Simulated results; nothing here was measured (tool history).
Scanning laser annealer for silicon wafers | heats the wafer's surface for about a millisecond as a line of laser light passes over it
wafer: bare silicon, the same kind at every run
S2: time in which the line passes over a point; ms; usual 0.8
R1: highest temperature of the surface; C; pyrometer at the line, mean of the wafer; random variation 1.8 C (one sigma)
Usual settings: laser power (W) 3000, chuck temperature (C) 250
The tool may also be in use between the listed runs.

run 1 hour=0 | laser_power_(W)=3000 S2=0.8 chuck_temperature_(C)=250 | R1=1052
run 2 hour=42.7 | laser_power_(W)=3000 S2=0.8 chuck_temperature_(C)=250 | R1=1052
run 3 hour=121.2 | laser_power_(W)=3000 S2=0.8 chuck_temperature_(C)=250 | R1=1053
run 4 hour=162.4 | laser_power_(W)=3000 S2=0.8 chuck_temperature_(C)=250 | R1=1048
run 5 hour=218.1 | laser_power_(W)=3000 S2=0.8 chuck_temperature_(C)=250 | R1=1048
run 6 hour=298.8 | laser_power_(W)=3000 S2=0.8 chuck_temperature_(C)=250 | R1=1048
run 7 hour=386.5 | laser_power_(W)=3000 S2=0.8 chuck_temperature_(C)=250 | R1=1046
run 8 hour=440.6 | laser_power_(W)=3000 S2=0.8 chuck_temperature_(C)=250 | R1=1043
run 9 hour=479.5 | laser_power_(W)=3000 S2=0.8 chuck_temperature_(C)=250 | R1=1042
run 10 hour=566.5 | laser_power_(W)=3000 S2=0.8 chuck_temperature_(C)=250 | R1=1043
run 11 hour=618.9 | laser_power_(W)=3000 S2=0.8 chuck_temperature_(C)=250 | R1=1037
run 12 hour=687.3 | laser_power_(W)=3000 S2=0.8 chuck_temperature_(C)=250 | R1=1034
run 13 hour=742.3 | laser_power_(W)=3000 S2=0.8 chuck_temperature_(C)=250 | R1=1034
run 14 hour=812 | laser_power_(W)=3000 S2=0.8 chuck_temperature_(C)=250 | R1=1033
run 15 hour=872.9 | laser_power_(W)=2817 S2=0.785 chuck_temperature_(C)=255 | R1=982
run 16 hour=929.4 | laser_power_(W)=2817 S2=0.785 chuck_temperature_(C)=255 | R1=976
-- hour=974.9 window over the wafer cleaned
run 17 hour=1011.7 | laser_power_(W)=2684 S2=0.783 chuck_temperature_(C)=250 | R1=945
run 18 hour=1100.4 | laser_power_(W)=3222 S2=0.971 chuck_temperature_(C)=213 | R1=1147
-- hour=1142 optics aligned, line set to its width
run 19 hour=1144 | laser_power_(W)=2949 S2=0.971 chuck_temperature_(C)=223 | R1=1085
run 20 hour=1201.2 | laser_power_(W)=2945 S2=0.8 chuck_temperature_(C)=233 | R1=1013
run 21 hour=1293 | laser_power_(W)=2594 S2=0.8 chuck_temperature_(C)=276 | R1=955
run 22 hour=1336.7 | laser_power_(W)=2951 S2=0.565 chuck_temperature_(C)=274 | R1=937
run 23 hour=1426.4 | laser_power_(W)=2805 S2=0.8 chuck_temperature_(C)=250 | R1=984
run 24 hour=1501.3 | laser_power_(W)=2769 S2=0.592 chuck_temperature_(C)=252 | R1=881
run 25 hour=1552.9 | laser_power_(W)=3092 S2=0.592 chuck_temperature_(C)=252 | R1=960
run 26 hour=1614.5 | laser_power_(W)=3092 S2=0.592 chuck_temperature_(C)=252 | R1=957
run 27 hour=1660.7 | laser_power_(W)=2987 S2=0.8 chuck_temperature_(C)=250 | R1=1030

4 ways to go on from here, each from the tool as it stands after run 27. What would each give?
run A hour=1722.2 | laser_power_(W)=3096 S2=0.664 chuck_temperature_(C)=272 | R1=?
run B hour=1722.2 | laser_power_(W)=2636 S2=0.77 chuck_temperature_(C)=250 | R1=?
run C hour=1722.2 | laser_power_(W)=2828 S2=0.8 chuck_temperature_(C)=269 | R1=?
run D hour=1722.2 | laser_power_(W)=3043 S2=0.767 chuck_temperature_(C)=224 | R1=?

run=A R1=1014
run=B R1=918
run=C R1=1005
run=D R1=1007
Without the tool's hidden state the same runs would have given:
run=A R1=1045
run=B R1=946
run=C R1=1036
run=D R1=1040
